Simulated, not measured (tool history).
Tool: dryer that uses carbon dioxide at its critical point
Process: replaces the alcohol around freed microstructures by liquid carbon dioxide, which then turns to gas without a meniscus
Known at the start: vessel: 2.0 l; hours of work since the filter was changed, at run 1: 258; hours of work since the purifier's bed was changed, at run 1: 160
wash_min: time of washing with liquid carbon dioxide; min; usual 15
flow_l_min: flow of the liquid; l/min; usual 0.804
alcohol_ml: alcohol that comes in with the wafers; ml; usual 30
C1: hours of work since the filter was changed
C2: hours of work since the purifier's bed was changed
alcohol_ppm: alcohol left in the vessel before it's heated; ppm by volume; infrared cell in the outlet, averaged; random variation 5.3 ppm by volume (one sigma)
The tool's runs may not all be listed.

{"run": 1, "day": 0.0, "wash_min": 15, "flow_l_min": 0.804, "alcohol_ml": 30, "C1": 258, "C2": 160, "alcohol_ppm": 221}
{"day": 0.329, "done": "inlet filter changed"}
{"run": 2, "day": 0.654, "wash_min": 15, "flow_l_min": 0.804, "alcohol_ml": 30, "C1": 6, "C2": 172, "alcohol_ppm": 176}
{"run": 3, "day": 1.021, "wash_min": 15, "flow_l_min": 1.156, "alcohol_ml": 30, "C1": 13, "C2": 179, "alcohol_ppm": 78}
{"run": 4, "day": 1.392, "wash_min": 15, "flow_l_min": 1.112, "alcohol_ml": 30, "C1": 20, "C2": 185, "alcohol_ppm": 85}
{"run": 5, "day": 1.662, "wash_min": 15, "flow_l_min": 1.112, "alcohol_ml": 30, "C1": 25, "C2": 190, "alcohol_ppm": 78}
{"run": 6, "day": 2.254, "wash_min": 15, "flow_l_min": 1.112, "alcohol_ml": 30, "C1": 36, "C2": 201, "alcohol_ppm": 89}
{"run": 7, "day": 2.675, "wash_min": 15, "flow_l_min": 1.112, "alcohol_ml": 30, "C1": 44, "C2": 209, "alcohol_ppm": 97}
{"run": 8, "day": 3.221, "wash_min": 15, "flow_l_min": 1.112, "alcohol_ml": 30, "C1": 54, "C2": 219, "alcohol_ppm": 96}
{"run": 9, "day": 3.604, "wash_min": 15, "flow_l_min": 1.112, "alcohol_ml": 30, "C1": 61, "C2": 226, "alcohol_ppm": 97}
{"run": 10, "day": 4.121, "wash_min": 15, "flow_l_min": 0.804, "alcohol_ml": 30, "C1": 70, "C2": 236, "alcohol_ppm": 202}
{"run": 11, "day": 4.521, "wash_min": 15, "flow_l_min": 0.804, "alcohol_ml": 30, "C1": 78, "C2": 244, "alcohol_ppm": 217}
{"run": 12, "day": 5.092, "wash_min": 16, "flow_l_min": 0.804, "alcohol_ml": 30, "C1": 88, "C2": 254, "alcohol_ppm": 185}
{"run": 13, "day": 5.429, "wash_min": 16, "flow_l_min": 0.642, "alcohol_ml": 78, "C1": 95, "C2": 260, "alcohol_ppm": 793}
{"run": 14, "day": 5.721, "wash_min": 16, "flow_l_min": 0.642, "alcohol_ml": 78, "C1": 100, "C2": 266, "alcohol_ppm": 813}
{"run": 15, "day": 6.017, "wash_min": 12, "flow_l_min": 1.006, "alcohol_ml": 30, "C1": 106, "C2": 271, "alcohol_ppm": 219}
{"run": 16, "day": 6.496, "wash_min": 11, "flow_l_min": 0.804, "alcohol_ml": 30, "C1": 114, "C2": 280, "alcohol_ppm": 577}
{"run": 17, "day": 6.888, "wash_min": 19, "flow_l_min": 1.299, "alcohol_ml": 30, "C1": 122, "C2": 287, "alcohol_ppm": 87}
{"run": 18, "day": 7.388, "wash_min": 19, "flow_l_min": 0.682, "alcohol_ml": 30, "C1": 131, "C2": 297, "alcohol_ppm": 200}
{"run": 19, "day": 7.742, "wash_min": 19, "flow_l_min": 0.783, "alcohol_ml": 32, "C1": 138, "C2": 303, "alcohol_ppm": 153}
{"run": 20, "day": 8.342, "wash_min": 15, "flow_l_min": 0.804, "alcohol_ml": 87, "C1": 149, "C2": 314, "alcohol_ppm": 518}
{"run": 21, "day": 8.642, "wash_min": 14, "flow_l_min": 1.066, "alcohol_ml": 70, "C1": 154, "C2": 320, "alcohol_ppm": 211}
{"run": 22, "day": 9.025, "wash_min": 17, "flow_l_min": 1.066, "alcohol_ml": 64, "C1": 161, "C2": 327, "alcohol_ppm": 136}
{"run": 23, "day": 9.375, "wash_min": 16, "flow_l_min": 1.066, "alcohol_ml": 31, "C1": 168, "C2": 334, "alcohol_ppm": 139}
{"run": 24, "day": 9.85, "wash_min": 15, "flow_l_min": 0.828, "alcohol_ml": 52, "C1": 177, "C2": 342, "alcohol_ppm": 334}

5 ways to go on from here, each from the tool as it stands after run 24. What would each give?
{"run": "A", "day": 10.358, "wash_min": 15, "flow_l_min": 0.786, "alcohol_ml": 115, "C1": 186, "C2": 352, "alcohol_ppm": "?"}
{"run": "B", "day": 10.358, "wash_min": 15, "flow_l_min": 0.828, "alcohol_ml": 35, "C1": 186, "C2": 352, "alcohol_ppm": "?"}
{"run": "C", "day": 10.358, "wash_min": 9, "flow_l_min": 0.594, "alcohol_ml": 42, "C1": 186, "C2": 352, "alcohol_ppm": "?"}
{"run": "D", "day": 10.358, "wash_min": 15, "flow_l_min": 0.828, "alcohol_ml": 32, "C1": 186, "C2": 352, "alcohol_ppm": "?"}
{"run": "E", "day": 10.358, "wash_min": 15, "flow_l_min": 0.652, "alcohol_ml": 52, "C1": 186, "C2": 352, "alcohol_ppm": "?"}

run=A alcohol_ppm=744
run=B alcohol_ppm=257
run=C alcohol_ppm=2897
run=D alcohol_ppm=243
run=E alcohol_ppm=755
Without the tool's hidden state the same runs would have given:
run=A alcohol_ppm=507
run=B alcohol_ppm=114
run=C alcohol_ppm=2522
run=D alcohol_ppm=98
run=E alcohol_ppm=534

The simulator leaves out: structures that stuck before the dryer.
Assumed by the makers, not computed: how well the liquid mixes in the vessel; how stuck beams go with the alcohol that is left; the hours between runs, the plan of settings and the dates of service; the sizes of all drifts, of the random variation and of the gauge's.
